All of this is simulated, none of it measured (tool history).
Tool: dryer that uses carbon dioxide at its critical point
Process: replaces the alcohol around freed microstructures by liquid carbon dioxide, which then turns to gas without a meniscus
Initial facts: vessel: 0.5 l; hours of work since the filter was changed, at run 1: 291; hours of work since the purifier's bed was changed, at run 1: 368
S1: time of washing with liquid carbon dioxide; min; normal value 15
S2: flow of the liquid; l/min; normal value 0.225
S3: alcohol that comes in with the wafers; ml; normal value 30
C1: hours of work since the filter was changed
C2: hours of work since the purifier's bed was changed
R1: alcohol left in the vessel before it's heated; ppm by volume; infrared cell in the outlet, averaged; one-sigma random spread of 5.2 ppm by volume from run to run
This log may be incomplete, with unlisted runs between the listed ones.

Run 1, day 0: usual settings; C1 291; C2 368. Result: R1 289 ppm by volume.
Run 2, day 1.217: usual settings but S2 0.337 l/min; C1 301; C2 379. Result: R1 153 ppm by volume.
Run 3, day 2.154: usual settings but S2 0.337 l/min; C1 310; C2 387. Result: R1 150 ppm by volume.
Run 4, day 3.208: usual settings but S2 0.156 l/min; C1 319; C2 396. Result: R1 992 ppm by volume.
Run 5, day 5.425: usual settings but S2 0.156 l/min; C1 338; C2 415. Result: R1 1009 ppm by volume.
Run 6, day 6.692: usual settings but S2 0.156 l/min; C1 349; C2 426. Result: R1 1010 ppm by volume.
At day 7.204: inlet filter changed.
Run 7, day 7.646: usual settings; C1 4; C2 434. Result: R1 262 ppm by volume.
Run 8, day 8.833: usual settings; C1 14; C2 444. Result: R1 267 ppm by volume.
Run 9, day 10.2: usual settings but S2 0.275 l/min; C1 26; C2 456. Result: R1 208 ppm by volume.
Run 10, day 12.308: usual settings but S2 0.275 l/min; C1 44; C2 474. Result: R1 205 ppm by volume.
Run 11, day 13.55: usual settings; C1 55; C2 485. Result: R1 288 ppm by volume.
Run 12, day 14.7: usual settings; C1 65; C2 495. Result: R1 286 ppm by volume.
Run 13, day 15.721: usual settings; C1 74; C2 504. Result: R1 295 ppm by volume.
Run 14, day 17.233: usual settings; C1 87; C2 517. Result: R1 290 ppm by volume.
Run 15, day 19.454: usual settings; C1 106; C2 536. Result: R1 317 ppm by volume.
Run 16, day 21.512: usual settings; C1 124; C2 554. Result: R1 322 ppm by volume.
Run 17, day 22.6: usual settings but S1 10 min; C1 133; C2 563. Result: R1 1077 ppm by volume.
Run 18, day 23.679: usual settings; C1 142; C2 572. Result: R1 325 ppm by volume.
Run 19, day 24.775: usual settings; C1 152; C2 582. Result: R1 329 ppm by volume.
Run 20, day 26.708: usual settings; C1 168; C2 599. Result: R1 339 ppm by volume.
Run 21, day 28.354: usual settings; C1 183; C2 613. Result: R1 352 ppm by volume.
Run 22, day 29.783: usual settings but S1 10 min; C1 195; C2 625. Result: R1 1147 ppm by volume.
Run 23, day 31.262: usual settings; C1 208; C2 638. Result: R1 373 ppm by volume.
At day 32.296: purifier's bed changed.
Run 24, day 32.617: usual settings; C1 218; C2 3. Result: R1 133 ppm by volume.
Run 25, day 34.404: usual settings; C1 234; C2 18. Result: R1 125 ppm by volume.
Run 26, day 35.567: usual settings but S3 117 ml; C1 244; C2 28. Result: R1 480 ppm by volume.
Run 27, day 36.733: usual settings but S1 12 min, S3 31 ml; C1 254; C2 38. Result: R1 464 ppm by volume.
Run 28, day 38.346: usual settings but S1 12 min, S3 31 ml; C1 268; C2 52. Result: R1 475 ppm by volume.
Run 29, day 39.521: usual settings but S1 13 min, S2 0.253 l/min, S3 65 ml; C1 278; C2 62. Result: R1 353 ppm by volume.
Run 30, day 41.704: usual settings but S1 20 min, S3 48 ml; C1 297; C2 81. Result: R1 55 ppm by volume.
Run 31, day 43.117: usual settings but S1 12 min, S3 48 ml; C1 309; C2 93. Result: R1 753 ppm by volume.
Run 32, day 44.283: usual settings but S1 12 min, S3 48 ml; C1 319; C2 104. Result: R1 765 ppm by volume.
Run 33, day 46.238: usual settings but S1 9 min, S3 48 ml; C1 336; C2 120. Result: R1 2538 ppm by volume.
At day 48.154: inlet filter changed.
Run 34, day 48.154: usual settings but S1 18 min, S2 0.275 l/min, S3 72 ml; C1 0; C2 137. Result: R1 70 ppm by volume.
Run 35, day 50.35: usual settings but S1 18 min, S2 0.275 l/min, S3 72 ml; C1 19; C2 156. Result: R1 64 ppm by volume.
Run 36, day 51.838: usual settings but S1 11 min, S2 0.228 l/min; C1 32; C2 168. Result: R1 574 ppm by volume.
Run 37, day 52.908: usual settings but S1 11 min, S2 0.228 l/min; C1 41; C2 178. Result: R1 560 ppm by volume.
Run 38, day 55.146: usual settings but S1 11 min, S2 0.228 l/min, S3 32 ml; C1 60; C2 197. Result: R1 609 ppm by volume.
Run 39, day 56.538: usual settings but S1 11 min, S2 0.228 l/min, S3 32 ml; C1 72; C2 209. Result: R1 638 ppm by volume.
Run 40, day 58.683: usual settings but S1 11 min, S2 0.228 l/min, S3 32 ml; C1 91; C2 228. Result: R1 642 ppm by volume.
Run 41, day 59.767: usual settings but S1 11 min, S2 0.228 l/min, S3 32 ml; C1 100; C2 237. Result: R1 649 ppm by volume.
Run 42, day 62.008: usual settings but S1 11 min, S2 0.228 l/min, S3 32 ml; C1 120; C2 256. Result: R1 656 ppm by volume.
Run 43, day 63.462: usual settings but S1 14 min, S2 0.169 l/min, S3 50 ml; C1 132; C2 269. Result: R1 1215 ppm by volume.
Run 44, day 64.983: usual settings but S1 13 min, S2 0.153 l/min, S3 20 ml; C1 145; C2 282. Result: R1 1013 ppm by volume.
Run 45, day 66.804: usual settings but S1 20 min, S2 0.301 l/min, S3 25 ml; C1 161; C2 298. Result: R1 114 ppm by volume.
Run 46, day 68.683: usual settings but S1 10 min, S2 0.286 l/min; C1 177; C2 314. Result: R1 442 ppm by volume.
Run 47, day 69.842: usual settings but S1 10 min, S2 0.286 l/min; C1 187; C2 324. Result: R1 433 ppm by volume.

The logged runs with the hidden state left out (each run's random variation unchanged):
The tool's hidden condition here consists of: flow that reaches the vessel past the clogged filter, %; alcohol in the recycled carbon dioxide, ppm; drift of the gauge itself on alcohol_ppm, %.
run    R1
  1    99
  2     6
  3     0
  4   605
  5   597
  6   589
  7    93
  8    94
  9    32
 10    29
 11    96
 12    88
 13    91
 14    85
 15    93
 16    91
 17   754
 18    89
 19    85
 20    86
 21    90
 22   748
 23    96
 24    99
 25    83
 26   328
 27   335
 28   335
 29   223
 30    11
 31   504
 32   507
 33  1873
 34    15
 35     1
 36   485
 37   465
 38   494
 39   509
 40   496
 41   496
 42   487
 43   966
 44   796
 45     0
 46   257
 47   244

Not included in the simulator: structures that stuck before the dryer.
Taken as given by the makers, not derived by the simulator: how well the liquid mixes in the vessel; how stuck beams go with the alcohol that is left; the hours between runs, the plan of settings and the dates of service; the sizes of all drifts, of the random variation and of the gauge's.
